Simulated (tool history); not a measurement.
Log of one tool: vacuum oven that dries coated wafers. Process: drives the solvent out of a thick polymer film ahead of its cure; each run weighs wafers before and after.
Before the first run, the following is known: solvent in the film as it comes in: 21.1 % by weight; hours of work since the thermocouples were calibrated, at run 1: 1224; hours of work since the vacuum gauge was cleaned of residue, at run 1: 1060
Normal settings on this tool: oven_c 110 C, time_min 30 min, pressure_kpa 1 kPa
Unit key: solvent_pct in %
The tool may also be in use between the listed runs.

| run | day | oven_c | time_min | pressure_kpa | hours of work since the thermocouples were calibrated | hours of work since the vacuum gauge was cleaned of residue | solvent_pct |
|---|---|---|---|---|---|---|---|
| 1 | 0.000 | 110 | 30 | 1 | 1224 | 1060 | 1.37 |
| 2 | 1.029 | 110 | 30 | 1 | 1243 | 1079 | 1.46 |
| 3 | 1.875 | 110 | 30 | 1 | 1258 | 1094 | 1.42 |
| 4 | 2.796 | 110 | 30 | 1 | 1275 | 1110 | 1.44 |
| 5 | 3.979 | 110 | 30 | 1 | 1296 | 1132 | 1.41 |
| 6 | 5.229 | 110 | 30 | 1 | 1319 | 1154 | 1.41 |
| 7 | 6.792 | 110 | 17 | 1 | 1347 | 1183 | 3.52 |
| 8 | 8.346 | 110 | 17 | 1 | 1375 | 1211 | 3.53 |
|  | 8.512 | oven's thermocouples calibrated |
| 9 | 9.896 | 110 | 53 | 1 | 25 | 1237 | 0.72 |
| 10 | 11.404 | 110 | 45 | 1 | 52 | 1264 | 0.85 |
| 11 | 12.371 | 110 | 45 | 1 | 70 | 1282 | 0.79 |
| 12 | 14.025 | 110 | 45 | 1 | 99 | 1312 | 0.82 |
|  | 14.767 | oven's thermocouples calibrated, once more |
| 13 | 15.496 | 111 | 30 | 1 | 13 | 1337 | 1.53 |
| 14 | 16.383 | 111 | 30 | 1 | 29 | 1353 | 1.53 |

Estimate the outcome of run 15 from the log above:
| 15 | 17.362 | 110 | 37 | 1 | 47 | 1370 | ? |

solvent_pct: 1.19 %
If the tool had no hidden condition, the same run with the same run-to-run variation would have returned solvent_pct 1.08 %.
